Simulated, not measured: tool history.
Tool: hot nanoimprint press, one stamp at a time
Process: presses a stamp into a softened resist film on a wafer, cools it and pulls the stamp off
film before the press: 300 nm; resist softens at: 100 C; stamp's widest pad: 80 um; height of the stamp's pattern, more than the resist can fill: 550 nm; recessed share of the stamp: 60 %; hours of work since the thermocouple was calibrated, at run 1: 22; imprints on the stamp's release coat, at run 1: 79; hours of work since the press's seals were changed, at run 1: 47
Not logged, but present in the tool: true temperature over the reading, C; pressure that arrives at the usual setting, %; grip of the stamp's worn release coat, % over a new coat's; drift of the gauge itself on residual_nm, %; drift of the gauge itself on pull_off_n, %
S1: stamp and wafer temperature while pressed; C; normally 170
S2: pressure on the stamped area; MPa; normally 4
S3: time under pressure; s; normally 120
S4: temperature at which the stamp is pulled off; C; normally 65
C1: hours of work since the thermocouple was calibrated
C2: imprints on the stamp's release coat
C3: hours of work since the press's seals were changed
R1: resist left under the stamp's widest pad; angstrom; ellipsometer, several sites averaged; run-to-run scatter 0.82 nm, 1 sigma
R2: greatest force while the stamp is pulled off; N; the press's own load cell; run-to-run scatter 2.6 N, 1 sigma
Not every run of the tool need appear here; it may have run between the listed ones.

run	hour	S1	S2	S3	S4	C1	C2	C3	R1	R2
1	0	170	4	120	65	22	79	47	1060	115
2	10.3	170	4	120	65	29	102	54	1086	121
3	22.6	170	5.47	120	65	37	129	61	941	121
4	32.7	170	5.47	179	65	43	152	68	779	114
5	38.7	170	4	120	65	47	165	72	1092	114
6	50.2	170	4	120	65	54	191	79	1078	113
7	62.7	170	4	120	65	62	218	87	1095	114
8	76.2	170	4	120	65	70	248	95	1075	119
9	81.9	170	4	120	65	74	261	99	1075	120
10	93.5	170	4	195	65	81	287	106	869	119
11	101.3	170	4	195	65	86	304	111	868	122
12	111.7	162	4	120	65	93	327	117	1618	118
13	121.1	181	4	120	65	99	348	123	611	114
14	132.2	170	6.25	61	65	106	373	130	1171	117
15	139.1	170	6.25	61	65	110	388	135	1182	117
16	152	170	2.93	61	51	118	417	143	1605	146
17	164.6	165	5.79	68	52	126	445	151	1502	147
18	173.9	180	5.59	111	65	132	465	157	572	116
19	180.1	165	5.59	111	65	136	479	161	1246	121
20	186.2	165	2.5	111	51	140	493	164	1705	149
21	198.1	170	3.21	120	65	147	519	172	1189	119
22	209.5	172	4	120	53	154	544	179	977	143
23	218.3	172	4.83	121	59	160	564	185	901	135
24	227.9	167	4	120	71	166	585	191	1274	107
25	234	169	4.58	78	70	170	599	195	1271	108

Consider 4 possible next runs. They are alternatives, not a sequence: every one starts from the tool as it was left by run 25. What does each give?
A	244.4	169	4.58	133	70	176	622	201	?	?
B	244.4	170	4.58	107	53	176	622	201	?	?
C	244.4	169	4.58	78	52	176	622	201	?	?
D	244.4	170	3.4	181	52	176	622	201	?	?

run	R1	R2
A	1024	107
B	1072	150
C	1283	146
D	981	147
Without the tool's unlogged condition, the same runs would have read:
run	R1	R2
A	1022	105
B	1070	148
C	1281	144
D	980	145
